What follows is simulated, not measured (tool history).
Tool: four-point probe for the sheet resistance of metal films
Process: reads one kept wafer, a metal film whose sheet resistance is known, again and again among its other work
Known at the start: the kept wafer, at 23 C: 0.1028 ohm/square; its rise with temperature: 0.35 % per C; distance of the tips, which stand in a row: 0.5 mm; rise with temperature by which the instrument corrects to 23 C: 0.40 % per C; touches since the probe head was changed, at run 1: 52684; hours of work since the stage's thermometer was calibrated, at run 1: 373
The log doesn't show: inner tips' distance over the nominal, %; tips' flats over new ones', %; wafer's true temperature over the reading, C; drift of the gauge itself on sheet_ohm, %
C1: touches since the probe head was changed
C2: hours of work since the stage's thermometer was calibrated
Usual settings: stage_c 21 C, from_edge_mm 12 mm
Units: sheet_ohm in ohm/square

run 1 hour=0 | stage_c=21 from_edge_mm=12 | C1=52684 C2=373 | sheet_ohm=0.102636
run 2 hour=94.4 | stage_c=21 from_edge_mm=12 | C1=55948 C2=419 | sheet_ohm=0.10266
run 3 hour=230.3 | stage_c=21 from_edge_mm=11 | C1=60644 C2=485 | sheet_ohm=0.102627
run 4 hour=342.1 | stage_c=21 from_edge_mm=12 | C1=64509 C2=540 | sheet_ohm=0.102582
run 5 hour=400 | stage_c=21 from_edge_mm=12 | C1=66510 C2=568 | sheet_ohm=0.102555
run 6 hour=527 | stage_c=21 from_edge_mm=12 | C1=70899 C2=630 | sheet_ohm=0.102551
-- hour=534.4 stage's thermometer calibrated
-- hour=586.8 new probe head fitted
run 7 hour=654.9 | stage_c=21 from_edge_mm=12 | C1=2354 C2=58 | sheet_ohm=0.102959
run 8 hour=713 | stage_c=21 from_edge_mm=12 | C1=4364 C2=87 | sheet_ohm=0.102943
run 9 hour=795.8 | stage_c=24 from_edge_mm=12 | C1=7226 C2=127 | sheet_ohm=0.102809
run 10 hour=870.6 | stage_c=24 from_edge_mm=12 | C1=9811 C2=163 | sheet_ohm=0.102808
run 11 hour=936.2 | stage_c=34 from_edge_mm=10 | C1=12079 C2=195 | sheet_ohm=0.102399
run 12 hour=1000 | stage_c=34 from_edge_mm=10 | C1=14285 C2=226 | sheet_ohm=0.102385
run 13 hour=1100.7 | stage_c=26 from_edge_mm=11 | C1=17766 C2=275 | sheet_ohm=0.102647

5 ways to go on from here, each from the tool as it stands after run 13. What would each give?
run A hour=1164.7 | stage_c=26 from_edge_mm=10 | C1=19978 C2=307 | sheet_ohm=?
run B hour=1164.7 | stage_c=25 from_edge_mm=13 | C1=19978 C2=307 | sheet_ohm=?
run C hour=1164.7 | stage_c=19 from_edge_mm=11 | C1=19978 C2=307 | sheet_ohm=?
run D hour=1164.7 | stage_c=21 from_edge_mm=58 | C1=19978 C2=307 | sheet_ohm=?
run E hour=1164.7 | stage_c=26 from_edge_mm=67 | C1=19978 C2=307 | sheet_ohm=?

run=A sheet_ohm=0.102651
run=B sheet_ohm=0.102674
run=C sheet_ohm=0.102902
run=D sheet_ohm=0.102773
run=E sheet_ohm=0.102563
Without the tool's hidden state the same runs would have given:
run=A sheet_ohm=0.102801
run=B sheet_ohm=0.102823
run=C sheet_ohm=0.103049
run=D sheet_ohm=0.102921
run=E sheet_ohm=0.102713

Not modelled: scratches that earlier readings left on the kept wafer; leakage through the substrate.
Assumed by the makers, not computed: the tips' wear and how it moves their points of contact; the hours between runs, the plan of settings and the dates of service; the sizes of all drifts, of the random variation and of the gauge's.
